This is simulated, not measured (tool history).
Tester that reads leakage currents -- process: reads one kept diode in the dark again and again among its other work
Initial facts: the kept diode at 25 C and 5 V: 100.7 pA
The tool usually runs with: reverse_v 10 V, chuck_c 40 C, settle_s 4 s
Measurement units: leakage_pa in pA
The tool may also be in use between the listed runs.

run	hour	reverse_v	chuck_c	settle_s	leakage_pa
1	0	10	40	4	457.99
2	91.4	9.8	40	4	457.21
3	217.5	9.8	40	2.28	464.01
4	273.1	10	40	4	470.02
5	355.8	10	40	4	473.76
6	469	10	40	4	480.84
7	582.7	10	40	4	483.87
8	709.8	11.3	40	4	508.4
9	778.9	11.3	40	7.95	512.72
10	859.5	10	40	9.87	494.57
11	932.3	10	38	9.87	427.51
12	1013.8	10	38	9.87	427.22
13	1089.8	10	38	9.87	432.02
# hour 1148.7: chuck's temperature calibrated
14	1193.5	10	38	9.87	396.21
15	1278.2	10	38	9.87	398.27
16	1386.4	1.5	40	4	250.01
17	1458.9	1.5	40	4	251.61
18	1562.3	1.5	40	4	252.72
19	1685.1	10	40	0.58	485.61
20	1748.5	10	40	0.58	488.07
21	1817.9	10	40	0.58	493.11
22	1892.8	10	40	0.58	491.64
23	1995.7	10	40	0.58	499.18
24	2127.1	10	56	4	1626.89
25	2255.3	4.4	48	4	695.59
26	2348.7	11.3	48	0.91	965.26
# hour 2387.5: probe card cleaned and baked
27	2461.4	8.1	25	0.53	133.19
28	2577.7	8.1	25	0.53	134.82
29	2659.8	2.1	25	0.53	86.64
# hour 2675: chuck's temperature calibrated
30	2728.3	5.1	36	0.6	264.93
31	2816.7	1.3	36	0.6	170.67
32	2946.3	3.8	33	2.43	191.15
33	3000.3	3.2	33	3.26	180.64

The same runs without the tool's hidden state, with the same run-to-run variation:
Hidden conditions of the tool in this case: stray current of the dirty probe card, pA a volt; current scale over the true one, %; true chuck temperature over the reading, C; drift of the gauge itself on leakage_pa, %.
run	leakage_pa
1	443.32
2	438.64
3	440.09
4	443.47
5	443.61
6	445.56
7	444.24
8	461.02
9	462.27
10	443.78
11	379.36
12	376.45
13	377.94
14	377.92
15	377.08
16	242.59
17	242.9
18	242.16
19	446.63
20	446.53
21	448.39
22	444.29
23	446.96
24	1505.27
25	635.9
26	862.15
27	120.46
28	119.91
29	77.07
30	260.23
31	167.25
32	183.83
33	173.19
